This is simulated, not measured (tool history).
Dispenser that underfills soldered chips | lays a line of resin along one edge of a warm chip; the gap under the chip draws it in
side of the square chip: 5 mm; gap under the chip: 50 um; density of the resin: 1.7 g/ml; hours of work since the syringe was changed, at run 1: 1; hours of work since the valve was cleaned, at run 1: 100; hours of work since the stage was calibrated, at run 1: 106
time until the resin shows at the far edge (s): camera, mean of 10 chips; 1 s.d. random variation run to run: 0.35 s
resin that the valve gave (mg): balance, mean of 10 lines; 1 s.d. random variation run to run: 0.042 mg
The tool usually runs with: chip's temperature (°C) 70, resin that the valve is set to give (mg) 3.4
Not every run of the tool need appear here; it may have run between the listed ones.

run    day  chip's temperature (°C)  resin that the valve is set to give (mg)  hours of work since the syringe was changed  hours of work since the valve was cleaned  hours of work since the stage was calibrated  time until the resin shows at the far edge (s)  resin that the valve gave (mg)
  1      0                       70                                       3.4                                            1                                        100                                           106                                            20.2                            3.07
  2  0.308                       70                                       3.4                                            6                                        105                                           111                                            25.8                            3.13
     0.596  -- new syringe of resin
  3  0.708                       70                                       3.4                                            2                                        111                                           117                                            21.2                            3.14
  4  1.088                       70                                       3.4                                            8                                        118                                           124                                            27.9                            3.12
     1.279  -- new syringe of resin
  5  1.383                       70                                      4.01                                            2                                        122                                           128                                              20                            3.65
  6  1.608                       70                                       3.4                                            5                                        126                                           132                                            24.6                            3.02
  7  1.858                       70                                       3.4                                            9                                        130                                           136                                              31                            3.08
     1.954  -- new syringe of resin
  8  2.146                       70                                       3.4                                            3                                        135                                           141                                            22.9                            3.03
     2.504  -- dispensing valve cleaned and set on the balance
  9  2.504                       75                                       3.4                                            8                                          0                                           146                                            25.1                             3.4
     2.679  -- new syringe of resin
 10  2.792                       75                                       3.4                                            2                                          5                                           150                                            17.7                            3.39
 11  2.983                       73                                      4.33                                            5                                          8                                           153                                            22.4                            4.24
 12  3.292                       79                                         4                                           10                                         13                                           159                                            23.8                            4.01
     3.358  -- new syringe of resin
 13  3.562                       70                                      3.11                                            3                                         17                                           163                                            22.6                            3.05
 14   3.75                       57                                      3.59                                            6                                         20                                           166                                            39.1                            3.53
     4.025  -- new syringe of resin
 15  4.058                       84                                      3.39                                            1                                         25                                           171                                            13.2                             3.3

Each row is a separate what-if for the run after 15, all from the same tool condition, not one after another. Results?
  A  4.333                       71                                      3.99                                            5                                         29                                           175                                               ?                               ?
  B  4.333                       69                                      3.39                                            5                                         29                                           175                                               ?                               ?
  C  4.333                       66                                      3.09                                            5                                         29                                           175                                               ?                               ?

run  time until the resin shows at the far edge (s)  resin that the valve gave (mg)
  A                                            24.1                            3.97
  B                                            25.1                             3.3
  C                                            28.1                            3.03
The same runs, with their run-to-run variation unchanged, on a tool lacking any hidden condition would have given:
run  time until the resin shows at the far edge (s)  resin that the valve gave (mg)
  A                                            18.4                            4.06
  B                                              19                            3.38
  C                                            21.1                             3.1

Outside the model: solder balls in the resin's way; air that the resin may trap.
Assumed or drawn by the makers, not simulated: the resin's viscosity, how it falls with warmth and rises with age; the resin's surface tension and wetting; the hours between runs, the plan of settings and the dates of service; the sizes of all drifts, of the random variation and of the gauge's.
